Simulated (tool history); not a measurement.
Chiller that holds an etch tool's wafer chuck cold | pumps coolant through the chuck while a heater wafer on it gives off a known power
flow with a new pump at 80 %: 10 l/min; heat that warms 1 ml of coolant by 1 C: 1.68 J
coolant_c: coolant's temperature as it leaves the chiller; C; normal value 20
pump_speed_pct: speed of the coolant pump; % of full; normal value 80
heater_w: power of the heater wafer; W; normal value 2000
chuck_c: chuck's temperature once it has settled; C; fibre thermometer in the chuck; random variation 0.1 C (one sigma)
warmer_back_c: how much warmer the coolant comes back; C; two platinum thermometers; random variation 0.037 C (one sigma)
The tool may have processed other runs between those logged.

run 1 hour=0 | coolant_c=20 pump_speed_pct=80 heater_w=2000 | chuck_c=39.1 warmer_back_c=7.16
run 2 hour=112.6 | coolant_c=20 pump_speed_pct=80 heater_w=2000 | chuck_c=39 warmer_back_c=7.14
run 3 hour=229.9 | coolant_c=20 pump_speed_pct=80 heater_w=2000 | chuck_c=39.2 warmer_back_c=7.27
run 4 hour=337.3 | coolant_c=20 pump_speed_pct=80 heater_w=2000 | chuck_c=39.2 warmer_back_c=7.15
run 5 hour=434.1 | coolant_c=20 pump_speed_pct=99 heater_w=2000 | chuck_c=36.1 warmer_back_c=5.9
run 6 hour=538.3 | coolant_c=20 pump_speed_pct=99 heater_w=2000 | chuck_c=36 warmer_back_c=5.94
run 7 hour=687.4 | coolant_c=20 pump_speed_pct=80 heater_w=2000 | chuck_c=39.3 warmer_back_c=7.27
run 8 hour=761.2 | coolant_c=20 pump_speed_pct=92 heater_w=2000 | chuck_c=37.1 warmer_back_c=6.28
run 9 hour=852.8 | coolant_c=20 pump_speed_pct=80 heater_w=2000 | chuck_c=39.3 warmer_back_c=7.28
run 10 hour=990.8 | coolant_c=20 pump_speed_pct=80 heater_w=2000 | chuck_c=39.2 warmer_back_c=7.21
run 11 hour=1090.3 | coolant_c=20 pump_speed_pct=80 heater_w=2000 | chuck_c=39 warmer_back_c=7.26
run 12 hour=1216.1 | coolant_c=20 pump_speed_pct=80 heater_w=2000 | chuck_c=39.1 warmer_back_c=7.3
run 13 hour=1279.2 | coolant_c=20 pump_speed_pct=80 heater_w=2000 | chuck_c=39.1 warmer_back_c=7.31
run 14 hour=1379.4 | coolant_c=20 pump_speed_pct=80 heater_w=2000 | chuck_c=39.3 warmer_back_c=7.32
run 15 hour=1523 | coolant_c=20 pump_speed_pct=80 heater_w=2000 | chuck_c=39.3 warmer_back_c=7.28
run 16 hour=1659.1 | coolant_c=21 pump_speed_pct=80 heater_w=2000 | chuck_c=40.2 warmer_back_c=7.33
run 17 hour=1812.5 | coolant_c=15 pump_speed_pct=92 heater_w=2672 | chuck_c=37.7 warmer_back_c=8.56
run 18 hour=1879 | coolant_c=16 pump_speed_pct=99 heater_w=1933 | chuck_c=31.5 warmer_back_c=5.84
run 19 hour=1979.1 | coolant_c=16 pump_speed_pct=72 heater_w=1933 | chuck_c=36.1 warmer_back_c=7.87
run 20 hour=2122.2 | coolant_c=16 pump_speed_pct=72 heater_w=1933 | chuck_c=36.2 warmer_back_c=7.89
run 21 hour=2224.6 | coolant_c=29 pump_speed_pct=75 heater_w=1292 | chuck_c=42.1 warmer_back_c=5.17
run 22 hour=2317 | coolant_c=13 pump_speed_pct=80 heater_w=1246 | chuck_c=25 warmer_back_c=4.69
run 23 hour=2411.4 | coolant_c=27 pump_speed_pct=88 heater_w=1121 | chuck_c=37 warmer_back_c=3.92
run 24 hour=2486.2 | coolant_c=11 pump_speed_pct=72 heater_w=1087 | chuck_c=22.3 warmer_back_c=4.64
run 25 hour=2552.2 | coolant_c=20 pump_speed_pct=88 heater_w=1004 | chuck_c=28.9 warmer_back_c=3.52
run 26 hour=2695.6 | coolant_c=26 pump_speed_pct=75 heater_w=1811 | chuck_c=44.2 warmer_back_c=7.15
run 27 hour=2807.4 | coolant_c=22 pump_speed_pct=79 heater_w=1034 | chuck_c=32 warmer_back_c=4.07
run 28 hour=2948.8 | coolant_c=28 pump_speed_pct=73 heater_w=1994 | chuck_c=48.6 warmer_back_c=8.09
run 29 hour=3026.9 | coolant_c=12 pump_speed_pct=82 heater_w=1770 | chuck_c=28.6 warmer_back_c=6.56
run 30 hour=3130.6 | coolant_c=20 pump_speed_pct=80 heater_w=2348 | chuck_c=42.5 warmer_back_c=8.78
run 31 hour=3261.3 | coolant_c=12 pump_speed_pct=89 heater_w=2821 | chuck_c=36.7 warmer_back_c=9.48
run 32 hour=3384.5 | coolant_c=20 pump_speed_pct=88 heater_w=1487 | chuck_c=33.2 warmer_back_c=5.19

Withheld: 1 entry from between the runs. Position of each, and hidden state at the listed run before versus the listed run after:
In the gap between runs 21 and 22: chiller's thermometer calibrated (hour 2258.9)
  coolant's true temperature over the reading, C: 0.01 -> 0; drift of the gauge itself on warmer_back_c, C: 0.25 -> 0.26
  the result without the hidden state subtracted from the measured one, warmer_back_c: +0.25 -> +0.26 C

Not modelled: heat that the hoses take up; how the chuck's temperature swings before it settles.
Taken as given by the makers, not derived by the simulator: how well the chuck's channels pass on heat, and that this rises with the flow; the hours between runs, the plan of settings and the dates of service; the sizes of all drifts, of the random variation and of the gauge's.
